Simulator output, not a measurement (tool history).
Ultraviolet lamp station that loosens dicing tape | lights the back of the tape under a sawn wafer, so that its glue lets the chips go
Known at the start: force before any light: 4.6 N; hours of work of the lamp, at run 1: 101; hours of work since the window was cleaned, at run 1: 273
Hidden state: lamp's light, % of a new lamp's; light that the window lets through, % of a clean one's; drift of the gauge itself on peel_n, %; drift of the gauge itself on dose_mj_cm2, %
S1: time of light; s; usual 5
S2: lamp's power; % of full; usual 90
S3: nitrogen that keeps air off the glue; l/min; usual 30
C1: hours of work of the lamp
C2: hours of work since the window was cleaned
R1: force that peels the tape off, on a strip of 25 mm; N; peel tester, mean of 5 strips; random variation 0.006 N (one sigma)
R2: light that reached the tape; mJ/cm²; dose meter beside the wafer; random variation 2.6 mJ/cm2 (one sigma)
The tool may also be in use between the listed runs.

run	hour	S1	S2	S3	C1	C2	R1	R2
1	0	5	90	30	101	273	0.188	289
# hour 34.8: window cleaned of glue's vapour
2	34.8	5	98	30	120	0	0.188	303
3	72.6	7	90	30	141	21	0.152	380
4	119.5	7	90	30	167	47	0.161	373
5	145.9	5	90	30	182	62	0.242	262
6	175	5	61	30	198	78	0.473	174
7	202.1	5	90	30	213	93	0.229	256
8	248.1	5	90	30	239	119	0.251	253
9	278.3	5	90	30	256	136	0.254	244
10	303.6	5	90	30	270	150	0.252	243
# hour 335.8: window cleaned of glue's vapour, once more
11	355	5	90	30	298	11	0.203	275
12	380	5	90	30	312	25	0.212	272
13	418.7	3	62	22	334	46	1.186	108
14	458.9	3	97	31	356	69	0.464	167
15	512.6	3	97	31	386	99	0.503	160
16	562.8	6	90	30	414	127	0.181	291
17	586.3	6	90	30	427	140	0.198	289
18	640.6	5	90	51	458	170	0.205	231
19	695.3	5	89	15	488	201	0.493	221
20	735.4	5	89	15	510	223	0.509	217
21	759.9	5	74	37	524	237	0.387	178
22	783.2	5	72	30	537	249	0.49	171
23	809.2	4	91	51	552	264	0.342	167

Measured less the same run without the tool's hidden state. The same run-to-run variation is in both; the gauge's scatter may not be:
run	R1	R2
1	+0.031	-52
2	+0.029	-67
3	+0.01	-94
4	+0.012	-103
5	+0.06	-78
6	+0.183	-55
7	+0.065	-85
8	+0.078	-92
9	+0.084	-95
10	+0.09	-99
11	+0.043	-66
12	+0.049	-70
13	+0.358	-32
14	+0.186	-53
15	+0.215	-57
16	+0.042	-115
17	+0.045	-118
18	+0.055	-107
19	+0.257	-113
20	+0.274	-119
21	+0.197	-101
22	+0.272	-100
23	+0.171	-104
